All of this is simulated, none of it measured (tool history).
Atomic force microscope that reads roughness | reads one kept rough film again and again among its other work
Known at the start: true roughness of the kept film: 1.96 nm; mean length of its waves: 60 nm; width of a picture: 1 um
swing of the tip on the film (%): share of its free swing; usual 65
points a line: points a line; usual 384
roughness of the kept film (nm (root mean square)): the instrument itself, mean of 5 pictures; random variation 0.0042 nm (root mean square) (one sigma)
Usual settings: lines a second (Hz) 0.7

| run | hour | lines a second (Hz) | swing of the tip on the film (%) | points a line | roughness of the kept film (nm (root mean square)) |
|---|---|---|---|---|---|
| 1 | 0 | 0.7 | 65 | 384 | 1.837 |
| 2 | 7.2 | 0.7 | 65 | 384 | 1.826 |
|  | 10.4 | new tip fitted |
| 3 | 14.1 | 0.7 | 65 | 384 | 1.878 |
| 4 | 23.6 | 0.7 | 65 | 384 | 1.863 |
| 5 | 32 | 1.905 | 65 | 384 | 1.799 |
| 6 | 40.1 | 1.905 | 55 | 384 | 1.85 |
| 7 | 46.2 | 1.905 | 55 | 384 | 1.842 |
| 8 | 55.3 | 0.7 | 66 | 384 | 1.858 |
| 9 | 63 | 0.7 | 75 | 384 | 1.823 |
| 10 | 71.2 | 0.7 | 65 | 384 | 1.853 |
| 11 | 77.1 | 1.16 | 65 | 384 | 1.826 |
| 12 | 86.5 | 0.7 | 62 | 384 | 1.852 |
|  | 88.2 | height scale calibrated on a step standard |
| 13 | 96.5 | 0.7 | 62 | 384 | 1.858 |
| 14 | 101.2 | 0.7 | 62 | 384 | 1.851 |
| 15 | 106.3 | 0.7 | 62 | 686 | 1.845 |
| 16 | 114.2 | 0.7 | 65 | 384 | 1.837 |
|  | 116.2 | height scale calibrated on a step standard, once more |
| 17 | 124.5 | 0.7 | 65 | 384 | 1.837 |
| 18 | 130.5 | 0.7 | 65 | 384 | 1.84 |
|  | 135.4 | new tip fitted |
| 19 | 136.3 | 0.7 | 65 | 384 | 1.863 |
| 20 | 144.8 | 0.505 | 65 | 321 | 1.875 |
| 21 | 148.7 | 1.349 | 67 | 645 | 1.82 |
| 22 | 155.7 | 1.349 | 67 | 645 | 1.81 |
| 23 | 164.8 | 1.171 | 65 | 733 | 1.827 |
| 24 | 171.2 | 0.7 | 74 | 919 | 1.832 |
| 25 | 176.9 | 3.16 | 74 | 919 | 1.619 |
| 26 | 185.2 | 3.16 | 74 | 919 | 1.62 |
| 27 | 193.8 | 1.771 | 55 | 367 | 1.839 |
| 28 | 200.8 | 1.233 | 58 | 547 | 1.847 |
| 29 | 207 | 0.7 | 69 | 384 | 1.836 |
| 30 | 213.1 | 0.7 | 69 | 384 | 1.832 |
| 31 | 220.2 | 0.7 | 69 | 384 | 1.837 |
| 32 | 228.1 | 0.7 | 65 | 340 | 1.837 |
| 33 | 236.6 | 0.7 | 65 | 340 | 1.831 |
| 34 | 243.6 | 1.735 | 85 | 340 | 1.607 |
| 35 | 251.5 | 0.7 | 61 | 384 | 1.835 |
|  | 258 | new tip fitted |
| 36 | 258.4 | 0.915 | 73 | 649 | 1.822 |
| 37 | 263.4 | 1.639 | 65 | 267 | 1.81 |

5 ways to go on from here, each from the tool as it stands after run 37. What would each give?
| A | 269.1 | 0.7 | 83 | 384 | ? |
| B | 269.1 | 2.923 | 74 | 779 | ? |
| C | 269.1 | 0.5 | 65 | 744 | ? |
| D | 269.1 | 1.501 | 65 | 574 | ? |
| E | 269.1 | 0.54 | 66 | 307 | ? |

| run | roughness of the kept film (nm (root mean square)) |
|---|---|
| A | 1.794 |
| B | 1.647 |
| C | 1.874 |
| D | 1.824 |
| E | 1.864 |
Without the tool's hidden state the same runs would have given:
| run | roughness of the kept film (nm (root mean square)) |
|---|---|
| A | 1.804 |
| B | 1.657 |
| C | 1.884 |
| D | 1.834 |
| E | 1.875 |

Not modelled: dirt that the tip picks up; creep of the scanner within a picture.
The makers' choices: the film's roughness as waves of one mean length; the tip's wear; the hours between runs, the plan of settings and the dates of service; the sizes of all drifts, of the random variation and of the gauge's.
